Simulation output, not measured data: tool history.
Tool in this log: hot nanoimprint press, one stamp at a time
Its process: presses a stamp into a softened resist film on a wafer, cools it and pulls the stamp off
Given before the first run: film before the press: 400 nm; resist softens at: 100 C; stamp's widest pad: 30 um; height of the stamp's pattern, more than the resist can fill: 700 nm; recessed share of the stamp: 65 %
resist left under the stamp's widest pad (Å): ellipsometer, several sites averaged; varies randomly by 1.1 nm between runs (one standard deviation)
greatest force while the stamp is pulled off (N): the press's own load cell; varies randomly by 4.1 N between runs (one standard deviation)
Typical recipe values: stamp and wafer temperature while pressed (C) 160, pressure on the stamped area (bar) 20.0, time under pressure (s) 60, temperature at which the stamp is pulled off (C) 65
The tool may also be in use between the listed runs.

run,hour,stamp and wafer temperature while pressed (C),pressure on the stamped area (bar),time under pressure (s),temperature at which the stamp is pulled off (C),resist left under the stamp's widest pad (Å),greatest force while the stamp is pulled off (N)
1,0.0,160,20.0,60,65,1667,215
# hour 59.1: plate thermocouple calibrated
2,72.2,160,20.0,90,65,1332,230
3,152.7,160,20.0,90,65,1340,253
# hour 201.9: stamp cleaned and given a new release coat
4,208.1,160,20.0,90,65,1351,200
5,298.5,160,20.0,90,65,1338,221
6,389.2,160,20.0,90,65,1375,253
# hour 450.7: stamp cleaned and given a new release coat
7,460.3,160,20.0,90,65,1404,206
8,503.7,160,18.0,90,65,1467,218
9,589.2,160,18.0,90,67,1476,237
10,659.2,160,18.0,90,67,1479,247
# hour 701.2: stamp cleaned and given a new release coat
11,748.0,160,18.0,66,67,1709,207
12,817.1,160,18.0,66,67,1693,219
# hour 865.6: plate thermocouple calibrated
13,882.1,160,20.0,60,65,1579,246
# hour 956.4: stamp cleaned and given a new release coat
14,969.2,160,20.0,60,65,1613,198
15,1048.9,160,20.0,60,65,1639,226
16,1106.7,161,20.0,91,65,1346,245
17,1169.2,171,14.5,91,65,978,253
# hour 1210.3: stamp cleaned and given a new release coat
18,1233.6,171,25.0,62,65,886,208
19,1272.1,171,24.5,67,65,852,215
20,1357.8,170,29.3,67,64,827,248
# hour 1436.1: press's hydraulic seals changed and the load cell set to zero
21,1446.3,160,19.5,60,62,1677,268
# hour 1469.9: stamp cleaned and given a new release coat
22,1498.7,160,28.6,60,65,1421,220
23,1562.0,160,28.6,60,65,1435,224
24,1638.4,157,18.2,49,58,2200,282
# hour 1681.9: plate thermocouple calibrated
25,1690.6,156,17.1,79,68,1847,229
# hour 1726.2: stamp cleaned and given a new release coat
26,1790.9,158,12.7,98,55,1753,257
27,1849.0,160,12.6,94,65,1642,237
28,1919.8,160,12.6,94,65,1644,256
# hour 1979.6: stamp cleaned and given a new release coat
29,2011.4,151,21.1,94,65,2062,219

A few steps of resist left under the stamp's widest pad (Å) between consecutive runs. Split each: what settings, incoming material and random variation would produce without the hidden state, and what is left over for the hidden state, along with gauge scatter present in only one of the two compared results (measured, and without hidden state):
Hidden state at play: true temperature over the reading, C; pressure that arrives at the usual setting, %; grip of the stamp's worn release coat, % over a new coat's; drift of the gauge itself on residual_nm, %; drift of the gauge itself on pull_off_n, %.
Run 1 -> 2: time under pressure (s) 60 -> 90, plate thermocouple calibrated. resist left under the stamp's widest pad (Å) -335: hidden state -99, all else -236.
Run 20 -> 21: stamp and wafer temperature while pressed (C) 170 -> 160, pressure on the stamped area (bar) 29.3 -> 19.5, time under pressure (s) 67 -> 60, temperature at which the stamp is pulled off (C) 64 -> 62, press's hydraulic seals changed and the load cell set to zero. resist left under the stamp's widest pad (Å) +850: hidden state +33, all else +817.
Run 23 -> 24: stamp and wafer temperature while pressed (C) 160 -> 157, pressure on the stamped area (bar) 28.6 -> 18.2, time under pressure (s) 60 -> 49, temperature at which the stamp is pulled off (C) 65 -> 58. resist left under the stamp's widest pad (Å) +765: hidden state +48, all else +717.
Run 24 -> 25: stamp and wafer temperature while pressed (C) 157 -> 156, pressure on the stamped area (bar) 18.2 -> 17.1, time under pressure (s) 49 -> 79, temperature at which the stamp is pulled off (C) 58 -> 68, plate thermocouple calibrated. resist left under the stamp's widest pad (Å) -353: hidden state -163, all else -190.

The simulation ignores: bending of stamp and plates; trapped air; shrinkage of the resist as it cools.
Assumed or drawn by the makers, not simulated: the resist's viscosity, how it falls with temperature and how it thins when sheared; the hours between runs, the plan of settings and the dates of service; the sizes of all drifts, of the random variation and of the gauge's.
